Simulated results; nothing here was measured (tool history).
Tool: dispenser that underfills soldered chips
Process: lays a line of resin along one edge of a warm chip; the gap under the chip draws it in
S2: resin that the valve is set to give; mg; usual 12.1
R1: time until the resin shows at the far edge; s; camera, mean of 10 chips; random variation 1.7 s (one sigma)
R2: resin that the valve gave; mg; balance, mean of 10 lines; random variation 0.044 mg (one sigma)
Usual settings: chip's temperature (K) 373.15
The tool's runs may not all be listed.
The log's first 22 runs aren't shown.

-- day=9.188 new syringe of resin
run 23 day=9.379 | chip's_temperature_(K)=372.15 S2=14.5 | R1=201.9 R2=13.48
-- day=9.696 new syringe of resin
run 24 day=9.754 | chip's_temperature_(K)=372.15 S2=10.5 | R1=201.1 R2=9.75
run 25 day=10.096 | chip's_temperature_(K)=371.15 S2=12.9 | R1=250.2 R2=11.91
-- day=10.250 new syringe of resin
-- day=10.383 dispensing valve cleaned and set on the balance
run 26 day=10.404 | chip's_temperature_(K)=386.15 S2=14.9 | R1=116.1 R2=14.84
-- day=10.812 new syringe of resin
run 27 day=10.950 | chip's_temperature_(K)=367.15 S2=11.0 | R1=232.5 R2=10.91
-- day=11.346 new syringe of resin
run 28 day=11.500 | chip's_temperature_(K)=367.15 S2=13.6 | R1=226.3 R2=13.40
-- day=11.879 new syringe of resin
run 29 day=11.921 | chip's_temperature_(K)=361.15 S2=11.8 | R1=265.4 R2=11.63
run 30 day=12.204 | chip's_temperature_(K)=375.15 S2=12.2 | R1=197.4 R2=11.98
-- day=12.392 new syringe of resin
run 31 day=12.588 | chip's_temperature_(K)=379.15 S2=10.4 | R1=166.3 R2=10.11
-- day=12.917 new syringe of resin
run 32 day=13.183 | chip's_temperature_(K)=379.15 S2=10.4 | R1=172.9 R2=10.11
-- day=13.458 new syringe of resin
run 33 day=13.638 | chip's_temperature_(K)=379.15 S2=10.4 | R1=162.1 R2=10.09
-- day=13.979 new syringe of resin
run 34 day=14.125 | chip's_temperature_(K)=378.15 S2=13.9 | R1=156.5 R2=13.38

3 ways to go on from here, each from the tool as it stands after run 34. What would each give?
run A day=14.454 | chip's_temperature_(K)=378.15 S2=13.7 | R1=? R2=?
run B day=14.454 | chip's_temperature_(K)=370.15 S2=10.6 | R1=? R2=?
run C day=14.454 | chip's_temperature_(K)=373.15 S2=10.3 | R1=? R2=?

run=A R1=195.0 R2=13.12
run=B R1=274.6 R2=10.26
run=C R1=253.3 R2=9.88
Without the tool's hidden state the same runs would have given:
run=A R1=139.9 R2=13.67
run=B R1=195.3 R2=10.69
run=C R1=179.8 R2=10.29
